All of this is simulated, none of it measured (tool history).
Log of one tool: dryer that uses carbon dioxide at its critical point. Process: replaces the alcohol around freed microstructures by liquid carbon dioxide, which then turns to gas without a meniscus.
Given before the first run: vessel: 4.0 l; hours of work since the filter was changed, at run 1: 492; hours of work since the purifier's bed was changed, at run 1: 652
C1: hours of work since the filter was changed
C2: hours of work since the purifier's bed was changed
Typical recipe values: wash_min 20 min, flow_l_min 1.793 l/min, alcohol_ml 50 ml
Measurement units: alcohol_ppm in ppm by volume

run 1 hour=0 | wash_min=20 flow_l_min=1.793 alcohol_ml=50 | C1=492 C2=652 | alcohol_ppm=139
-- hour=26.3 inlet filter changed
run 2 hour=40 | wash_min=20 flow_l_min=1.793 alcohol_ml=50 | C1=11 C2=682 | alcohol_ppm=128
run 3 hour=81.2 | wash_min=20 flow_l_min=1.793 alcohol_ml=50 | C1=44 C2=715 | alcohol_ppm=137
run 4 hour=105.2 | wash_min=20 flow_l_min=1.793 alcohol_ml=50 | C1=63 C2=734 | alcohol_ppm=148
run 5 hour=147.7 | wash_min=20 flow_l_min=1.793 alcohol_ml=50 | C1=96 C2=768 | alcohol_ppm=152
run 6 hour=200.7 | wash_min=20 flow_l_min=1.793 alcohol_ml=50 | C1=138 C2=810 | alcohol_ppm=159
run 7 hour=225.6 | wash_min=20 flow_l_min=1.793 alcohol_ml=50 | C1=158 C2=829 | alcohol_ppm=155
run 8 hour=278 | wash_min=20 flow_l_min=1.793 alcohol_ml=50 | C1=199 C2=871 | alcohol_ppm=164
run 9 hour=315.2 | wash_min=20 flow_l_min=1.793 alcohol_ml=50 | C1=229 C2=900 | alcohol_ppm=167
-- hour=330.6 purifier's bed changed
run 10 hour=342.2 | wash_min=29 flow_l_min=1.793 alcohol_ml=50 | C1=248 C2=9 | alcohol_ppm=0
run 11 hour=373.8 | wash_min=29 flow_l_min=1.793 alcohol_ml=47 | C1=273 C2=34 | alcohol_ppm=14
run 12 hour=401.8 | wash_min=15 flow_l_min=1.793 alcohol_ml=50 | C1=295 C2=56 | alcohol_ppm=105
run 13 hour=447.1 | wash_min=20 flow_l_min=1.793 alcohol_ml=24 | C1=331 C2=92 | alcohol_ppm=34
run 14 hour=478.1 | wash_min=22 flow_l_min=2.07 alcohol_ml=44 | C1=355 C2=117 | alcohol_ppm=34
run 15 hour=531.8 | wash_min=22 flow_l_min=1.48 alcohol_ml=29 | C1=398 C2=159 | alcohol_ppm=47
run 16 hour=575.2 | wash_min=30 flow_l_min=1.31 alcohol_ml=59 | C1=432 C2=194 | alcohol_ppm=48
run 17 hour=609.7 | wash_min=22 flow_l_min=1.12 alcohol_ml=25 | C1=460 C2=221 | alcohol_ppm=102
run 18 hour=643.2 | wash_min=18 flow_l_min=1.12 alcohol_ml=25 | C1=486 C2=248 | alcohol_ppm=215
-- hour=676.9 inlet filter changed
run 19 hour=685.3 | wash_min=12 flow_l_min=2.12 alcohol_ml=69 | C1=7 C2=280 | alcohol_ppm=161
run 20 hour=740.6 | wash_min=12 flow_l_min=2.12 alcohol_ml=69 | C1=50 C2=324 | alcohol_ppm=186
run 21 hour=763.1 | wash_min=30 flow_l_min=2.56 alcohol_ml=25 | C1=68 C2=342 | alcohol_ppm=60
run 22 hour=816.9 | wash_min=21 flow_l_min=2.56 alcohol_ml=79 | C1=111 C2=384 | alcohol_ppm=74
run 23 hour=859.1 | wash_min=20 flow_l_min=2.92 alcohol_ml=25 | C1=144 C2=418 | alcohol_ppm=74
run 24 hour=888.8 | wash_min=20 flow_l_min=2.92 alcohol_ml=25 | C1=168 C2=441 | alcohol_ppm=82
run 25 hour=912.8 | wash_min=20 flow_l_min=2.92 alcohol_ml=25 | C1=187 C2=460 | alcohol_ppm=84

Predict each of these 4 candidate next runs independently; none follows another, all start after run 25:
run A hour=941.7 | wash_min=20 flow_l_min=2.15 alcohol_ml=32 | C1=210 C2=483 | alcohol_ppm=?
run B hour=941.7 | wash_min=20 flow_l_min=2.28 alcohol_ml=25 | C1=210 C2=483 | alcohol_ppm=?
run C hour=941.7 | wash_min=25 flow_l_min=1.793 alcohol_ml=28 | C1=210 C2=483 | alcohol_ppm=?
run D hour=941.7 | wash_min=12 flow_l_min=2.54 alcohol_ml=94 | C1=210 C2=483 | alcohol_ppm=?

run=A alcohol_ppm=97
run=B alcohol_ppm=80
run=C alcohol_ppm=87
run=D alcohol_ppm=173
What these runs would have given with no unlogged condition in the tool:
run=A alcohol_ppm=16
run=B alcohol_ppm=0
run=C alcohol_ppm=7
run=D alcohol_ppm=73

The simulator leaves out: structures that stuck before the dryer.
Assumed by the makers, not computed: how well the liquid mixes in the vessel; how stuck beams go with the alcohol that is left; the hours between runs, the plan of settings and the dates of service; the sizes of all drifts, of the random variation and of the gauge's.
